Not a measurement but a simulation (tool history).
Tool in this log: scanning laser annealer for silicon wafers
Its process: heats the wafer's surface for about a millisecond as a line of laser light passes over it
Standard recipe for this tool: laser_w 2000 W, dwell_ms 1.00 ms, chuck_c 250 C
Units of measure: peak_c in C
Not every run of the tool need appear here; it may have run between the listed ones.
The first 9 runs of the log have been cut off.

run	hour	laser_w	dwell_ms	chuck_c	peak_c
10	675.4	2000	1.00	250	964
11	757.4	2000	1.00	250	964
12	824.7	2000	1.00	250	966
13	913.7	2000	1.00	263	974
14	967.8	2000	1.00	256	965
15	1051.3	2000	1.00	256	963
16	1133.8	2000	1.00	250	957
17	1218.2	2000	1.00	250	952
18	1296.8	2000	1.00	250	956
19	1381.7	2000	1.00	250	952
20	1454.5	2000	1.00	250	951
21	1500.9	2000	1.00	222	923
22	1569.6	2000	1.01	222	923
23	1659.3	2000	1.01	222	923
# hour 1666.2: window over the wafer cleaned
24	1737.2	2089	1.08	288	1063
25	1797.0	1875	1.08	278	974
26	1891.5	1920	1.00	250	937

Run 27 comes next. What will it give?
# hour 1914.6: optics aligned, line set to its width
27	1993.1	2000	1.00	234	?

{"run 27": {"peak_c": 954}}
If the tool had no hidden condition, the same run with the same run-to-run variation would have returned peak_c 962 C.
